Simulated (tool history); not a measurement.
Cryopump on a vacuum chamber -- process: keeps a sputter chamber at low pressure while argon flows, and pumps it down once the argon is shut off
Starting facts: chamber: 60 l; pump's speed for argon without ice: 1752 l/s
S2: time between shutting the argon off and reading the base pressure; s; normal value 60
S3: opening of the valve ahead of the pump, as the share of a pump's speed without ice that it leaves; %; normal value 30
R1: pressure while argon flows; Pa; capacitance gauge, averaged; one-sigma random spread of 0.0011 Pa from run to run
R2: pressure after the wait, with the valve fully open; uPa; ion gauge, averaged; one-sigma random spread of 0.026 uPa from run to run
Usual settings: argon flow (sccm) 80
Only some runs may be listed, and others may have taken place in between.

Run 1, hour 0: usual settings. Result: R1 0.2766 Pa, R2 1.95 uPa.
Run 2, hour 23.1: usual settings. Result: R1 0.2798 Pa, R2 1.96 uPa.
Run 3, hour 49.9: usual settings but S2 29 s. Result: R1 0.2772 Pa, R2 2.98 uPa.
Run 4, hour 71.9: usual settings but S3 40 %. Result: R1 0.2147 Pa, R2 1.99 uPa.
Run 5, hour 86.1: usual settings but S3 40 %. Result: R1 0.2133 Pa, R2 1.94 uPa.
Run 6, hour 99.9: usual settings but argon flow (sccm) 34. Result: R1 0.1192 Pa, R2 2.07 uPa.
Run 7, hour 126.4: usual settings but S3 22 %. Result: R1 0.374 Pa, R2 1.98 uPa.
Run 8, hour 141.3: usual settings. Result: R1 0.2801 Pa, R2 1.99 uPa.
Run 9, hour 164.1: usual settings but argon flow (sccm) 71. Result: R1 0.2483 Pa, R2 2.03 uPa.
Run 10, hour 181: usual settings. Result: R1 0.2817 Pa, R2 2.05 uPa.
Run 11, hour 203.2: usual settings but S2 44 s. Result: R1 0.2825 Pa, R2 2.39 uPa.
Run 12, hour 219.6: usual settings. Result: R1 0.2818 Pa, R2 1.97 uPa.
Run 13, hour 251.1: usual settings. Result: R1 0.2851 Pa, R2 2.07 uPa.
Run 14, hour 267.5: usual settings. Result: R1 0.2825 Pa, R2 2.03 uPa.
Run 15, hour 281.7: usual settings. Result: R1 0.2836 Pa, R2 2.09 uPa.
Run 16, hour 303.7: usual settings. Result: R1 0.2859 Pa, R2 2.16 uPa.
Run 17, hour 334.8: usual settings but argon flow (sccm) 32. Result: R1 0.1144 Pa, R2 2.08 uPa.
Run 18, hour 349.1: usual settings but argon flow (sccm) 121, S3 17 %. Result: R1 0.7271 Pa, R2 2.11 uPa.
Run 19, hour 380.4: usual settings but argon flow (sccm) 37, S3 44 %. Result: R1 0.0948 Pa, R2 2.11 uPa.
Run 20, hour 404.3: usual settings but argon flow (sccm) 110, S2 224 s, S3 32 %. Result: R1 0.3705 Pa, R2 1.51 uPa.
At hour 415.5: pump warmed up, emptied and cooled again.
Run 21, hour 437.6: usual settings but S2 22 s, S3 18 %. Result: R1 0.4317 Pa, R2 3.43 uPa.
Run 22, hour 468.7: usual settings but argon flow (sccm) 111, S2 203 s, S3 50 %. Result: R1 0.2187 Pa, R2 1.24 uPa.
Run 23, hour 494.7: usual settings but argon flow (sccm) 153, S2 45 s, S3 28 %. Result: R1 0.5337 Pa, R2 2.18 uPa.
Run 24, hour 508.4: usual settings but argon flow (sccm) 153, S2 45 s, S3 28 %. Result: R1 0.5325 Pa, R2 2.26 uPa.
Run 25, hour 530.1: usual settings but argon flow (sccm) 153, S2 45 s, S3 28 %. Result: R1 0.5346 Pa, R2 2.2 uPa.
Run 26, hour 544.6: usual settings but argon flow (sccm) 107, S2 166 s, S3 36 %. Result: R1 0.2934 Pa, R2 1.35 uPa.
Run 27, hour 574.9: usual settings but argon flow (sccm) 107, S2 166 s, S3 36 %. Result: R1 0.2903 Pa, R2 1.36 uPa.
Run 28, hour 605.6: usual settings but argon flow (sccm) 107, S2 166 s, S3 36 %. Result: R1 0.2926 Pa, R2 1.33 uPa.
Run 29, hour 635.4: usual settings but argon flow (sccm) 107, S2 166 s, S3 36 %. Result: R1 0.2882 Pa, R2 1.39 uPa.
Run 30, hour 659.3: usual settings but argon flow (sccm) 90, S2 77 s, S3 36 %. Result: R1 0.247 Pa, R2 1.82 uPa.
Run 31, hour 679.9: usual settings but S2 40 s, S3 23 %. Result: R1 0.3415 Pa, R2 2.49 uPa.
Run 32, hour 708.4: usual settings but S2 46 s, S3 52 %. Result: R1 0.154 Pa, R2 2.28 uPa.
Run 33, hour 721.7: usual settings but argon flow (sccm) 95, S2 33 s. Result: R1 0.3114 Pa, R2 2.8 uPa.
Run 34, hour 735.8: usual settings but argon flow (sccm) 40, S2 33 s, S3 16 %. Result: R1 0.2449 Pa, R2 2.76 uPa.

Forecast each of these 4 alternatives for the next run:
Run A, hour 765.9: usual settings but S3 50 %. Result: R1 ?, R2 ?.
Run B, hour 765.9: usual settings but argon flow (sccm) 40, S2 31 s, S3 16 %. Result: R1 ?, R2 ?.
Run C, hour 765.9: usual settings but S3 47 %. Result: R1 ?, R2 ?.
Run D, hour 765.9: usual settings but argon flow (sccm) 44, S2 29 s, S3 29 %. Result: R1 ?, R2 ?.

run      R1    R2
  A  0.1619  2.03
  B  0.2457  2.89
  C  0.1701  2.05
  D  0.1505  2.97
Had the tool no hidden state, the same runs would have come out as:
run      R1    R2
  A  0.1551   1.1
  B  0.2423  1.98
  C  0.1635  1.13
  D  0.1468  2.07
